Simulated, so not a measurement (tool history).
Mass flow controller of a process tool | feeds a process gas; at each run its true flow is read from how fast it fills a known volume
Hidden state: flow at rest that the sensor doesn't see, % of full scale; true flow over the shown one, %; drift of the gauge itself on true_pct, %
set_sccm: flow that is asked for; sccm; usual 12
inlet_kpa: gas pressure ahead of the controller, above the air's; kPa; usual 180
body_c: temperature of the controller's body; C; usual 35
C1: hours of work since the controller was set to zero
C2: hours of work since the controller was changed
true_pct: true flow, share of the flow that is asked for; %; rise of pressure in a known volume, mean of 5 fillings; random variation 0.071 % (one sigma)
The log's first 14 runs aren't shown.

Run 15, day 77.004: usual settings; C1 2988; C2 2988. Result: true_pct 99.88 %.
Run 16, day 81.929: usual settings but body_c 20 C; C1 3048; C2 3048. Result: true_pct 99.17 %.
Run 17, day 84.938: usual settings but inlet_kpa 192 kPa, body_c 22 C; C1 3084; C2 3084. Result: true_pct 99.35 %.
Run 18, day 91.667: usual settings but set_sccm 9 sccm, inlet_kpa 150 kPa; C1 3166; C2 3166. Result: true_pct 99.83 %.
Run 19, day 94.721: usual settings but set_sccm 13 sccm, inlet_kpa 231 kPa, body_c 29 C; C1 3203; C2 3203. Result: true_pct 99.68 %.
Run 20, day 98.233: usual settings but set_sccm 3 sccm, inlet_kpa 267 kPa, body_c 21 C; C1 3246; C2 3246. Result: true_pct 99.85 %.
At day 98.588: controller's zero set anew.
Run 21, day 103.454: usual settings but set_sccm 3 sccm, inlet_kpa 267 kPa, body_c 21 C; C1 59; C2 3309. Result: true_pct 100.27 %.
Run 22, day 109.242: usual settings but set_sccm 3 sccm, inlet_kpa 267 kPa, body_c 23 C; C1 129; C2 3379. Result: true_pct 100.39 %.
Run 23, day 113.850: usual settings but set_sccm 3 sccm, inlet_kpa 267 kPa, body_c 26 C; C1 185; C2 3435. Result: true_pct 100.59 %.
Run 24, day 117.017: usual settings but set_sccm 16 sccm, body_c 33 C; C1 224; C2 3474. Result: true_pct 99.94 %.
Run 25, day 123.467: usual settings but set_sccm 16 sccm, body_c 33 C; C1 302; C2 3552. Result: true_pct 99.99 %.
Run 26, day 127.958: usual settings but set_sccm 3 sccm, body_c 25 C; C1 357; C2 3607. Result: true_pct 100.56 %.
Run 27, day 131.258: usual settings but set_sccm 3 sccm, body_c 25 C; C1 397; C2 3647. Result: true_pct 100.58 %.
At day 134.650: controller's zero set anew, once more.
Run 28, day 135.779: usual settings but set_sccm 5 sccm, body_c 36 C; C1 14; C2 3701. Result: true_pct 99.15 %.
Run 29, day 139.671: usual settings but inlet_kpa 255 kPa, body_c 25 C; C1 61; C2 3748. Result: true_pct 99.08 %.
Run 30, day 144.192: usual settings but inlet_kpa 255 kPa, body_c 25 C; C1 116; C2 3803. Result: true_pct 99.01 %.
Run 31, day 150.817: usual settings but set_sccm 13 sccm, inlet_kpa 177 kPa; C1 196; C2 3884. Result: true_pct 99.45 %.
Run 32, day 155.100: usual settings but inlet_kpa 199 kPa, body_c 36 C; C1 248; C2 3936. Result: true_pct 99.58 %.

3 ways to go on from here, each from the tool as it stands after run 32. What would each give?
Run A, day 160.500: usual settings but inlet_kpa 192 kPa, body_c 21 C; C1 314; C2 4001. Result: true_pct ?.
Run B, day 160.500: usual settings but set_sccm 7 sccm, inlet_kpa 156 kPa, body_c 29 C; C1 314; C2 4001. Result: true_pct ?.
Run C, day 160.500: usual settings but set_sccm 17 sccm, inlet_kpa 150 kPa, body_c 28 C; C1 314; C2 4001. Result: true_pct ?.

run  true_pct
  A     98.94
  B     98.86
  C     99.29
Without the tool's hidden state the same runs would have given:
run  true_pct
  A     99.52
  B     99.40
  C     99.88

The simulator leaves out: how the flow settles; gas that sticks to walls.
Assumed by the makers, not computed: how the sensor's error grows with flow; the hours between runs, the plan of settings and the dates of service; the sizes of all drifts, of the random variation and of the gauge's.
